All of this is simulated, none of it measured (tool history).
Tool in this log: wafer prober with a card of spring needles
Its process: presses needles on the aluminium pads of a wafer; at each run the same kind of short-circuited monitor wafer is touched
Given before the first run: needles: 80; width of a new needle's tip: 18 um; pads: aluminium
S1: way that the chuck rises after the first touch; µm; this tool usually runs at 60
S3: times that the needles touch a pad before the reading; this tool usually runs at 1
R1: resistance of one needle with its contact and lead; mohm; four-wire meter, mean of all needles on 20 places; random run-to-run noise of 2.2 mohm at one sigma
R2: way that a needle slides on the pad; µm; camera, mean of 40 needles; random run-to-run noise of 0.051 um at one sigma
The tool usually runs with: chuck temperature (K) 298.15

Run 1, hour 0.0: usual settings. Result: R1 248 mohm, R2 16.78 µm.
At hour 5.6: tips cleaned on abrasive film.
At hour 27.6: tips cleaned on abrasive film.
At hour 50.5: tips cleaned on abrasive film.
Run 2, hour 52.1: usual settings. Result: R1 251 mohm, R2 16.70 µm.
At hour 76.1: tips cleaned on abrasive film.
Run 3, hour 80.1: usual settings but S3 2. Result: R1 247 mohm, R2 16.78 µm.
At hour 100.6: tips cleaned on abrasive film.
At hour 123.1: tips cleaned on abrasive film.
Run 4, hour 138.7: usual settings but S3 2. Result: R1 248 mohm, R2 16.74 µm.
At hour 147.3: tips cleaned on abrasive film.
At hour 171.5: tips cleaned on abrasive film.
Run 5, hour 182.7: usual settings but S3 2. Result: R1 247 mohm, R2 16.88 µm.
At hour 197.8: tips cleaned on abrasive film.
At hour 221.0: tips cleaned on abrasive film.
Run 6, hour 233.4: usual settings. Result: R1 245 mohm, R2 16.88 µm.
At hour 245.6: tips cleaned on abrasive film.
At hour 267.7: tips cleaned on abrasive film.
Run 7, hour 268.1: usual settings. Result: R1 246 mohm, R2 16.80 µm.
At hour 292.4: tips cleaned on abrasive film.
At hour 319.7: tips cleaned on abrasive film.
At hour 329.1: height of the first contact set anew.
Run 8, hour 333.5: usual settings. Result: R1 251 mohm, R2 16.82 µm.
At hour 342.1: tips cleaned on abrasive film.
At hour 365.3: tips cleaned on abrasive film.
Run 9, hour 380.2: usual settings. Result: R1 248 mohm, R2 16.93 µm.
At hour 389.0: tips cleaned on abrasive film.
At hour 412.1: tips cleaned on abrasive film.
Run 10, hour 425.1: usual settings. Result: R1 247 mohm, R2 16.99 µm.
At hour 434.8: tips cleaned on abrasive film.
At hour 460.6: tips cleaned on abrasive film.
Run 11, hour 463.3: usual settings but S1 71 µm, chuck temperature (K) 362.15. Result: R1 262 mohm, R2 20.01 µm.
At hour 485.1: tips cleaned on abrasive film.
At hour 512.2: tips cleaned on abrasive film.
Run 12, hour 530.8: usual settings but S1 64 µm, chuck temperature (K) 362.15, S3 3. Result: R1 269 mohm, R2 18.14 µm.
At hour 539.4: tips cleaned on abrasive film.
At hour 565.7: tips cleaned on abrasive film.
At hour 590.6: tips cleaned on abrasive film.
Run 13, hour 593.1: usual settings but S1 64 µm, chuck temperature (K) 362.15, S3 3. Result: R1 268 mohm, R2 18.12 µm.
At hour 616.6: tips cleaned on abrasive film.
At hour 640.4: tips cleaned on abrasive film.
Run 14, hour 645.9: usual settings but S1 64 µm, chuck temperature (K) 362.15, S3 3. Result: R1 261 mohm, R2 18.14 µm.
At hour 664.9: tips cleaned on abrasive film.
At hour 689.0: tips cleaned on abrasive film.
At hour 689.3: height of the first contact set anew.
Run 15, hour 706.7: usual settings but S1 62 µm, S3 2. Result: R1 245 mohm, R2 17.53 µm.
At hour 712.3: tips cleaned on abrasive film.
At hour 735.4: tips cleaned on abrasive film.
At hour 758.2: tips cleaned on abrasive film.
Run 16, hour 762.9: usual settings but S1 50 µm, chuck temperature (K) 309.15. Result: R1 259 mohm, R2 14.11 µm.
At hour 780.8: tips cleaned on abrasive film.
At hour 804.3: tips cleaned on abrasive film.
At hour 826.3: tips cleaned on abrasive film.
Run 17, hour 829.7: usual settings but S1 50 µm, chuck temperature (K) 309.15. Result: R1 262 mohm, R2 14.25 µm.
At hour 850.7: tips cleaned on abrasive film.
Run 18, hour 864.5: usual settings but S1 41 µm, chuck temperature (K) 333.15. Result: R1 275 mohm, R2 11.59 µm.
At hour 875.9: tips cleaned on abrasive film.
At hour 902.1: tips cleaned on abrasive film.
At hour 925.4: tips cleaned on abrasive film.
Run 19, hour 931.2: usual settings but S1 45 µm, chuck temperature (K) 356.15. Result: R1 278 mohm, R2 12.76 µm.
At hour 952.3: tips cleaned on abrasive film.
At hour 978.4: gauge calibrated.
At hour 978.5: tips cleaned on abrasive film.
Run 20, hour 996.9: usual settings but S1 45 µm, chuck temperature (K) 356.15. Result: R1 274 mohm, R2 12.68 µm.

Some steps in R2 between neighbouring runs. How much of each would the tool show without its hidden state too (settings, what came in, random variation), and how much is left for the hidden state, with any gauge scatter that isn't in both results?
Hidden state at play: debris on the tips, nm; way that the needles fall short of the set height, um; tips' diameter, um; drift of the gauge itself on contact_mohm, %; drift of the gauge itself on scrub_um, %.
Run 10 -> 11: S1 60 -> 71, chuck temperature (K) 298.15 -> 362.15, tips cleaned on abrasive film, tips cleaned on abrasive film. R2 +3.02 µm: hidden state +0.02, all else +3.00.
Run 15 -> 16: S1 62 -> 50, chuck temperature (K) 298.15 -> 309.15, S3 2 -> 1, tips cleaned on abrasive film, tips cleaned on abrasive film, tips cleaned on abrasive film. R2 -3.42 µm: hidden state -0.02, all else -3.40.
Run 17 -> 18: S1 50 -> 41, chuck temperature (K) 309.15 -> 333.15, tips cleaned on abrasive film. R2 -2.66 µm: hidden state -0.03, all else -2.63.
Run 19 -> 20: tips cleaned on abrasive film, gauge calibrated, tips cleaned on abrasive film. R2 -0.08 µm: hidden state -0.20, all else +0.12.
